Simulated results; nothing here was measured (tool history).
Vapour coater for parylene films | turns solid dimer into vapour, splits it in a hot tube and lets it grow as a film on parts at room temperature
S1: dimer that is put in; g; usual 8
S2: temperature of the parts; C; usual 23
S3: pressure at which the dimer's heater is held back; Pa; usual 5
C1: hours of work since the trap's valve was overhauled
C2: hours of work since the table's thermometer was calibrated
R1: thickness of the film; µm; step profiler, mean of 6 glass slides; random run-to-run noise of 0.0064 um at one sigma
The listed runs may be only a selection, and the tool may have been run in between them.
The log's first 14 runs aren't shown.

run	hour	S1	S2	S3	C1	C2	R1
15	381.5	8	23	2.64	43	1031	1.683
16	411.1	8	23	2.64	60	1048	1.677
17	438.5	8	23	5.1	75	1063	1.413
18	478.5	8	23	5	98	1086	1.42
19	510.7	8	23	5	117	1104	1.427
20	550.8	8	23	5	139	1127	1.424
21	582.3	8	23	5	157	1145	1.411
22	622.5	8	23	5	180	1168	1.406
23	641.8	8	23	5	191	1179	1.407
24	662.5	8	23	5	203	1191	1.398
25	687.7	10	16	6.65	217	1205	1.933
26	722.8	10	16	6.65	237	1225	1.935
27	740.3	5	23	5	247	1235	0.862

Run 28 is up next; what results do you expect?
# hour 764.9: trap's valve overhauled
# hour 765.9: table's thermometer calibrated
28	775.2	8	20	2.23	5	5	?

{"run 28": {"R1": 1.831}}
If the tool had no hidden condition, the same run with the same run-to-run variation would have returned R1 1.844 µm.

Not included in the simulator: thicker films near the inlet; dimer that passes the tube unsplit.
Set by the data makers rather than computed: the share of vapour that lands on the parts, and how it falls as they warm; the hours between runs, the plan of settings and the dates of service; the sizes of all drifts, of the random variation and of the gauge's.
